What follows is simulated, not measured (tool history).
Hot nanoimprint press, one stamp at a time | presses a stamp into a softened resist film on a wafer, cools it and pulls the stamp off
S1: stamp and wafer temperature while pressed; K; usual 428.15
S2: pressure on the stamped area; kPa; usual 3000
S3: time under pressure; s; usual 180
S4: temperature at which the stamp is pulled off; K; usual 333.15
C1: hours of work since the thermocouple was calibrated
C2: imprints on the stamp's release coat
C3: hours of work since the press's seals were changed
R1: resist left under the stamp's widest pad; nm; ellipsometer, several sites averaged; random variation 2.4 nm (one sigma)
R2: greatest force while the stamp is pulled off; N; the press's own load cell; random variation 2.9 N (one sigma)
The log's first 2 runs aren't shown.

Run 3, hour 12.9: usual settings but S2 2170 kPa, S4 324.15 K; C1 283; C2 183; C3 29. Result: R1 408.1 nm, R2 174 N.
Run 4, hour 26.1: usual settings; C1 292; C2 244; C3 38. Result: R1 363.3 nm, R2 153 N.
Run 5, hour 36.4: usual settings; C1 300; C2 291; C3 46. Result: R1 357.3 nm, R2 148 N.
Run 6, hour 47.1: usual settings; C1 308; C2 340; C3 53. Result: R1 358.3 nm, R2 147 N.
Run 7, hour 60: usual settings; C1 317; C2 399; C3 63. Result: R1 362.7 nm, R2 153 N.
Run 8, hour 71.3: usual settings but S4 328.15 K; C1 325; C2 451; C3 71. Result: R1 356.3 nm, R2 179 N.
Run 9, hour 84: usual settings; C1 334; C2 509; C3 80. Result: R1 360 nm, R2 165 N.
Run 10, hour 92.1: usual settings but S1 436.15 K; C1 340; C2 546; C3 86. Result: R1 223.8 nm, R2 156 N.
Run 11, hour 100: usual settings but S1 436.15 K; C1 346; C2 582; C3 91. Result: R1 221.5 nm, R2 165 N.
Run 12, hour 105.5: usual settings but S1 436.15 K; C1 350; C2 608; C3 95. Result: R1 220.9 nm, R2 156 N.
At hour 112.8: plate thermocouple calibrated.
Run 13, hour 119.8: usual settings but S1 436.15 K; C1 5; C2 660; C3 104. Result: R1 243 nm, R2 170 N.
Run 14, hour 129.4: usual settings but S1 436.15 K; C1 12; C2 703; C3 110. Result: R1 241.6 nm, R2 168 N.
Run 15, hour 135: usual settings but S1 436.15 K; C1 16; C2 729; C3 114. Result: R1 242 nm, R2 178 N.

Run 16 comes next. What will it give?
Run 16, hour 145.2: usual settings but S2 4380 kPa, S4 331.15 K; C1 23; C2 776; C3 122. Result: R1 ?, R2 ?.

Run 16 gave R1 336.6 nm, R2 194 N.
Without the tool's hidden state the same run would have given R1 337.7 nm, R2 146 N.
